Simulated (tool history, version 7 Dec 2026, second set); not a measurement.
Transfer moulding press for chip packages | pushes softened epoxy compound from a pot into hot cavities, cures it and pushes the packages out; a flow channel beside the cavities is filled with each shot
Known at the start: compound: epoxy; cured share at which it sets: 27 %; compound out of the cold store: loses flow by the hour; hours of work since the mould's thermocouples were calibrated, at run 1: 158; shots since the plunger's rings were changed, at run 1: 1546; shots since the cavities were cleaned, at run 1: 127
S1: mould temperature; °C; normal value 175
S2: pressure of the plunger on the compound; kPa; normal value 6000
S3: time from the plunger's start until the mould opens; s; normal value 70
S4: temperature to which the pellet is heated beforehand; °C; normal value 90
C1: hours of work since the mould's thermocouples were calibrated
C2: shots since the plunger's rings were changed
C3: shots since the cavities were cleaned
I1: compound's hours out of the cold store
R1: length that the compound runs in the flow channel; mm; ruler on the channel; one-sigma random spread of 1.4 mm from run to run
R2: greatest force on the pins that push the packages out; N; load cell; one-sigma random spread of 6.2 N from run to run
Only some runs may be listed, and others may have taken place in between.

run	hour	S1	S2	S3	S4	C1	C2	C3	I1	R1	R2
1	0.0	175	6000	70	90	158	1546	127	11.5	898	374
2	26.9	175	6000	70	90	169	1792	373	20.0	870	427
# hour 37.4: cavities cleaned with cleaning compound and waxed
3	65.4	175	6000	70	90	184	2132	257	9.0	904	423
# hour 89.6: cavities cleaned with cleaning compound and waxed
4	104.2	175	6000	70	90	200	2473	133	14.0	885	389
5	134.1	175	6000	70	100	212	2747	407	9.1	895	432
# hour 141.0: cavities cleaned with cleaning compound and waxed
6	165.4	175	6000	70	100	224	3020	224	9.3	896	385
# hour 191.4: cavities cleaned with cleaning compound and waxed
7	203.9	175	6000	70	100	239	3359	114	22.5	850	342
8	236.6	175	6000	70	100	253	3659	414	42.8	791	393
# hour 243.1: cavities cleaned with cleaning compound and waxed
9	276.1	175	6000	70	100	269	4006	302	16.5	865	426
# hour 292.9: cavities cleaned with cleaning compound and waxed
10	315.2	175	6000	80	90	284	4350	203	10.1	884	303
# hour 342.9: cavities cleaned with cleaning compound and waxed
11	350.5	175	5460	80	90	298	4661	70	44.3	750	278
# hour 368.5: plunger's sealing rings changed
12	381.3	175	5460	80	90	310	117	329	17.9	846	344
# hour 396.4: cavities cleaned with cleaning compound and waxed
13	404.9	175	6000	70	97	319	319	78	13.7	897	363
14	438.5	176	4970	70	99	333	627	386	20.9	792	390
# hour 447.4: cavities cleaned with cleaning compound and waxed
15	464.7	176	4970	70	99	343	853	159	27.4	772	348
16	492.1	181	4970	70	94	354	1104	410	13.1	801	325
# hour 496.7: cavities cleaned with cleaning compound and waxed
17	529.1	173	4720	70	80	369	1429	296	9.0	811	528
# hour 546.9: cavities cleaned with cleaning compound and waxed
18	551.5	173	4720	70	80	377	1621	42	25.4	764	417
19	568.7	176	5040	55	91	384	1778	199	42.5	736	662
20	584.6	176	5040	55	91	391	1924	345	17.8	802	773
# hour 597.1: cavities cleaned with cleaning compound and waxed
21	625.4	176	5040	55	91	407	2284	260	18.9	794	774
# hour 648.5: cavities cleaned with cleaning compound and waxed
22	653.4	176	5070	87	96	418	2526	45	12.2	815	245
23	691.9	176	5070	87	96	434	2879	398	23.2	781	308
# hour 700.5: cavities cleaned with cleaning compound and waxed
24	731.4	177	5070	101	96	450	3227	283	36.1	743	286

Below are 5 alternative next runs, each starting from the tool's condition after run 24. Predict each:
# hour 750.3: cavities cleaned with cleaning compound and waxed
A	751.6	177	5070	92	91	457	3399	13	22.3	?	?
# hour 750.3: cavities cleaned with cleaning compound and waxed
B	751.6	180	5340	70	90	457	3399	13	37.0	?	?
# hour 750.3: cavities cleaned with cleaning compound and waxed
C	751.6	175	6400	70	84	457	3399	13	40.5	?	?
# hour 750.3: cavities cleaned with cleaning compound and waxed
D	751.6	173	4540	101	96	457	3399	13	37.2	?	?
# hour 750.3: cavities cleaned with cleaning compound and waxed
E	751.6	182	5070	62	96	457	3399	13	15.3	?	?

run	R1	R2
A	779	233
B	754	268
C	828	337
D	705	233
E	786	295
Without the tool's hidden state the same runs would have given:
run	R1	R2
A	797	226
B	772	254
C	847	312
D	721	226
E	804	276
